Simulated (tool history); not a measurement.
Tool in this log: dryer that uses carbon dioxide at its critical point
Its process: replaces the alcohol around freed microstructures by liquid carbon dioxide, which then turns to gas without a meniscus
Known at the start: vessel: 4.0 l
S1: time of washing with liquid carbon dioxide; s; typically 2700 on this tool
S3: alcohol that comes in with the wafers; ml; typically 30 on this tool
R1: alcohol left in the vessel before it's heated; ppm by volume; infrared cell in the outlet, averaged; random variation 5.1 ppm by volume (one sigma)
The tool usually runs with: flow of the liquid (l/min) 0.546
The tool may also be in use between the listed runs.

{"run": 1, "day": 0.0, "S1": 2700, "flow of the liquid (l/min)": 0.546, "S3": 30, "R1": 109}
{"run": 2, "day": 1.267, "S1": 3420, "flow of the liquid (l/min)": 0.546, "S3": 30, "R1": 60}
{"run": 3, "day": 2.671, "S1": 2700, "flow of the liquid (l/min)": 0.546, "S3": 30, "R1": 122}
{"run": 4, "day": 3.512, "S1": 2700, "flow of the liquid (l/min)": 0.546, "S3": 44, "R1": 174}
{"run": 5, "day": 4.388, "S1": 1860, "flow of the liquid (l/min)": 0.546, "S3": 30, "R1": 396}
{"run": 6, "day": 5.379, "S1": 1860, "flow of the liquid (l/min)": 0.546, "S3": 30, "R1": 396}
{"run": 7, "day": 6.042, "S1": 2700, "flow of the liquid (l/min)": 0.546, "S3": 30, "R1": 132}
{"run": 8, "day": 7.179, "S1": 2700, "flow of the liquid (l/min)": 0.546, "S3": 30, "R1": 140}
{"day": 7.742, "done": "inlet filter changed"}
{"run": 9, "day": 8.275, "S1": 2700, "flow of the liquid (l/min)": 0.546, "S3": 30, "R1": 101}
{"run": 10, "day": 9.15, "S1": 2700, "flow of the liquid (l/min)": 0.546, "S3": 57, "R1": 163}
{"run": 11, "day": 10.325, "S1": 2700, "flow of the liquid (l/min)": 0.546, "S3": 57, "R1": 170}
{"run": 12, "day": 11.65, "S1": 2700, "flow of the liquid (l/min)": 0.546, "S3": 105, "R1": 280}
{"run": 13, "day": 12.296, "S1": 2280, "flow of the liquid (l/min)": 0.546, "S3": 30, "R1": 184}
{"run": 14, "day": 13.592, "S1": 2280, "flow of the liquid (l/min)": 0.546, "S3": 30, "R1": 192}
{"run": 15, "day": 14.679, "S1": 2280, "flow of the liquid (l/min)": 0.546, "S3": 30, "R1": 194}
{"run": 16, "day": 15.379, "S1": 2700, "flow of the liquid (l/min)": 0.826, "S3": 30, "R1": 50}
{"run": 17, "day": 16.833, "S1": 2700, "flow of the liquid (l/min)": 0.826, "S3": 30, "R1": 64}
{"run": 18, "day": 17.717, "S1": 2700, "flow of the liquid (l/min)": 0.546, "S3": 30, "R1": 133}
{"run": 19, "day": 18.646, "S1": 1980, "flow of the liquid (l/min)": 0.546, "S3": 30, "R1": 305}
{"run": 20, "day": 19.712, "S1": 1620, "flow of the liquid (l/min)": 0.546, "S3": 30, "R1": 520}
{"run": 21, "day": 20.942, "S1": 2700, "flow of the liquid (l/min)": 0.546, "S3": 35, "R1": 149}
{"run": 22, "day": 22.271, "S1": 2700, "flow of the liquid (l/min)": 0.546, "S3": 35, "R1": 158}
{"run": 23, "day": 23.479, "S1": 2700, "flow of the liquid (l/min)": 0.546, "S3": 35, "R1": 152}
{"run": 24, "day": 24.504, "S1": 2700, "flow of the liquid (l/min)": 0.546, "S3": 35, "R1": 162}
{"run": 25, "day": 25.921, "S1": 4020, "flow of the liquid (l/min)": 0.546, "S3": 99, "R1": 97}
{"run": 26, "day": 27.358, "S1": 4200, "flow of the liquid (l/min)": 0.783, "S3": 99, "R1": 76}
{"run": 27, "day": 28.338, "S1": 2220, "flow of the liquid (l/min)": 0.584, "S3": 32, "R1": 221}
{"run": 28, "day": 29.688, "S1": 2220, "flow of the liquid (l/min)": 0.584, "S3": 32, "R1": 230}
{"run": 29, "day": 30.725, "S1": 1860, "flow of the liquid (l/min)": 0.751, "S3": 26, "R1": 163}
{"run": 30, "day": 32.179, "S1": 2700, "flow of the liquid (l/min)": 0.337, "S3": 41, "R1": 846}
{"run": 31, "day": 33.008, "S1": 2700, "flow of the liquid (l/min)": 0.337, "S3": 41, "R1": 822}
{"run": 32, "day": 33.833, "S1": 2700, "flow of the liquid (l/min)": 0.337, "S3": 41, "R1": 825}
{"run": 33, "day": 34.496, "S1": 3120, "flow of the liquid (l/min)": 0.365, "S3": 73, "R1": 778}
{"run": 34, "day": 35.867, "S1": 2700, "flow of the liquid (l/min)": 0.546, "S3": 37, "R1": 200}
{"day": 36.592, "done": "inlet filter changed"}
{"run": 35, "day": 36.904, "S1": 2700, "flow of the liquid (l/min)": 0.337, "S3": 32, "R1": 568}
{"run": 36, "day": 37.738, "S1": 2700, "flow of the liquid (l/min)": 0.337, "S3": 32, "R1": 555}
{"run": 37, "day": 38.521, "S1": 2640, "flow of the liquid (l/min)": 0.696, "S3": 37, "R1": 115}
{"run": 38, "day": 39.421, "S1": 2640, "flow of the liquid (l/min)": 0.696, "S3": 37, "R1": 120}
{"run": 39, "day": 40.475, "S1": 3660, "flow of the liquid (l/min)": 0.381, "S3": 55, "R1": 272}
{"run": 40, "day": 41.996, "S1": 4260, "flow of the liquid (l/min)": 0.713, "S3": 54, "R1": 92}
{"run": 41, "day": 43.079, "S1": 2820, "flow of the liquid (l/min)": 0.546, "S3": 22, "R1": 130}
{"run": 42, "day": 44.1, "S1": 2820, "flow of the liquid (l/min)": 0.546, "S3": 22, "R1": 139}
{"run": 43, "day": 45.129, "S1": 2820, "flow of the liquid (l/min)": 0.556, "S3": 95, "R1": 261}
{"run": 44, "day": 46.133, "S1": 2040, "flow of the liquid (l/min)": 0.448, "S3": 32, "R1": 568}
{"run": 45, "day": 47.304, "S1": 1920, "flow of the liquid (l/min)": 0.402, "S3": 62, "R1": 1553}
{"run": 46, "day": 48.754, "S1": 2640, "flow of the liquid (l/min)": 0.546, "S3": 118, "R1": 442}
{"run": 47, "day": 49.471, "S1": 2880, "flow of the liquid (l/min)": 0.491, "S3": 34, "R1": 211}
{"run": 48, "day": 50.921, "S1": 2880, "flow of the liquid (l/min)": 0.491, "S3": 34, "R1": 213}

Below are 3 alternative next runs, each starting from the tool's condition after run 48. Predict each:
{"run": "A", "day": 51.621, "S1": 2460, "flow of the liquid (l/min)": 0.546, "S3": 86, "R1": "?"}
{"run": "B", "day": 51.621, "S1": 3360, "flow of the liquid (l/min)": 0.491, "S3": 24, "R1": "?"}
{"run": "C", "day": 51.621, "S1": 1680, "flow of the liquid (l/min)": 0.491, "S3": 34, "R1": "?"}

run=A R1=446
run=B R1=150
run=C R1=782
Take away the tool's hidden state, keep each run's random variation, and the runs would have read:
run=A R1=273
run=B R1=34
run=C R1=591
